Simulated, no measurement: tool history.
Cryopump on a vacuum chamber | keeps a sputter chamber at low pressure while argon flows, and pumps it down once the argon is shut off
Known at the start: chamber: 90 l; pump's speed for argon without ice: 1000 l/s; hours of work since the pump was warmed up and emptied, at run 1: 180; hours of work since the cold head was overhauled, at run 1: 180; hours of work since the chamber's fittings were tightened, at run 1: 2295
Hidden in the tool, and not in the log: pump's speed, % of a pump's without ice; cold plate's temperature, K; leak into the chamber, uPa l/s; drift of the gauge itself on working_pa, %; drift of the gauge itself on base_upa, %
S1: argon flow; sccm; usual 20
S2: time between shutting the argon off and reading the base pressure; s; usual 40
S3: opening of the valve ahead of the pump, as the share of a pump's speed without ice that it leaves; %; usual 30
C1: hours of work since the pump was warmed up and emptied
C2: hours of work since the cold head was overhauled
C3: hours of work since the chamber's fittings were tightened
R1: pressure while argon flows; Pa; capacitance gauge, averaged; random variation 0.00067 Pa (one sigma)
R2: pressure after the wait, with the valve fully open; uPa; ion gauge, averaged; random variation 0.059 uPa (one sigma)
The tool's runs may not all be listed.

Run 1, day 0.000: usual settings; C1 180; C2 180; C3 2295. Result: R1 0.1146 Pa, R2 5.55 uPa.
Run 2, day 0.533: usual settings; C1 190; C2 190; C3 2304. Result: R1 0.1135 Pa, R2 5.53 uPa.
Run 3, day 0.879: usual settings; C1 196; C2 196; C3 2311. Result: R1 0.1141 Pa, R2 5.46 uPa.
Run 4, day 1.221: usual settings but S2 31 s; C1 202; C2 202; C3 2317. Result: R1 0.1130 Pa, R2 6.36 uPa.
Run 5, day 1.742: usual settings but S3 27 %; C1 212; C2 212; C3 2327. Result: R1 0.1287 Pa, R2 5.50 uPa.
Run 6, day 2.379: usual settings but S3 27 %; C1 224; C2 224; C3 2339. Result: R1 0.1274 Pa, R2 5.63 uPa.
Run 7, day 2.946: usual settings but S3 27 %; C1 234; C2 234; C3 2349. Result: R1 0.1282 Pa, R2 5.48 uPa.
Run 8, day 3.546: usual settings but S1 16 sccm; C1 245; C2 245; C3 2360. Result: R1 0.0920 Pa, R2 5.66 uPa.
Run 9, day 3.971: usual settings but S1 16 sccm; C1 253; C2 253; C3 2368. Result: R1 0.0920 Pa, R2 5.41 uPa.
Run 10, day 4.533: usual settings but S1 16 sccm; C1 264; C2 264; C3 2378. Result: R1 0.0927 Pa, R2 5.72 uPa.
Run 11, day 4.979: usual settings but S1 16 sccm; C1 272; C2 272; C3 2387. Result: R1 0.0927 Pa, R2 5.58 uPa.
Run 12, day 5.317: usual settings but S1 11 sccm; C1 278; C2 278; C3 2393. Result: R1 0.0640 Pa, R2 5.64 uPa.
Run 13, day 5.688: usual settings but S1 9 sccm; C1 285; C2 285; C3 2400. Result: R1 0.0520 Pa, R2 5.52 uPa.
Run 14, day 6.192: usual settings but S1 9 sccm; C1 294; C2 294; C3 2409. Result: R1 0.0513 Pa, R2 5.74 uPa.
Run 15, day 6.592: usual settings but S1 9 sccm; C1 302; C2 302; C3 2417. Result: R1 0.0520 Pa, R2 5.56 uPa.
Run 16, day 7.250: usual settings but S1 9 sccm, S2 39 s, S3 52 %; C1 314; C2 314; C3 2429. Result: R1 0.0298 Pa, R2 5.95 uPa.
Run 17, day 7.671: usual settings but S1 9 sccm, S2 39 s, S3 52 %; C1 322; C2 322; C3 2437. Result: R1 0.0297 Pa, R2 5.78 uPa.
Run 18, day 8.204: usual settings but S1 9 sccm, S2 39 s, S3 52 %; C1 332; C2 332; C3 2446. Result: R1 0.0306 Pa, R2 5.80 uPa.
Run 19, day 8.788: usual settings but S1 11 sccm, S2 52 s, S3 25 %; C1 342; C2 342; C3 2457. Result: R1 0.0762 Pa, R2 4.95 uPa.
Run 20, day 9.442: usual settings but S1 11 sccm, S2 52 s, S3 25 %; C1 354; C2 354; C3 2469. Result: R1 0.0768 Pa, R2 4.81 uPa.
Run 21, day 9.879: usual settings but S1 28 sccm, S2 41 s, S3 58 %; C1 363; C2 363; C3 2477. Result: R1 0.0886 Pa, R2 5.68 uPa.

4 ways to go on from here, each from the tool as it stands after run 21. What would each give?
Run A, day 10.475: usual settings but S1 13 sccm, S2 177 s, S3 39 %; C1 374; C2 374; C3 2489. Result: R1 ?, R2 ?.
Run B, day 10.475: usual settings but S1 28 sccm, S2 30 s, S3 42 %; C1 374; C2 374; C3 2489. Result: R1 ?, R2 ?.
Run C, day 10.475: usual settings but S1 25 sccm, S2 41 s, S3 58 %; C1 374; C2 374; C3 2489. Result: R1 ?, R2 ?.
Run D, day 10.475: usual settings but S1 28 sccm, S2 49 s, S3 58 %; C1 374; C2 374; C3 2489. Result: R1 ?, R2 ?.

run      R1    R2
  A  0.0595  3.18
  B  0.1189  6.76
  C  0.0788  5.77
  D  0.0870  5.20
Without the tool's hidden state the same runs would have given:
run      R1    R2
  A  0.0567  1.08
  B  0.1128  4.72
  C  0.0733  3.67
  D  0.0810  3.11

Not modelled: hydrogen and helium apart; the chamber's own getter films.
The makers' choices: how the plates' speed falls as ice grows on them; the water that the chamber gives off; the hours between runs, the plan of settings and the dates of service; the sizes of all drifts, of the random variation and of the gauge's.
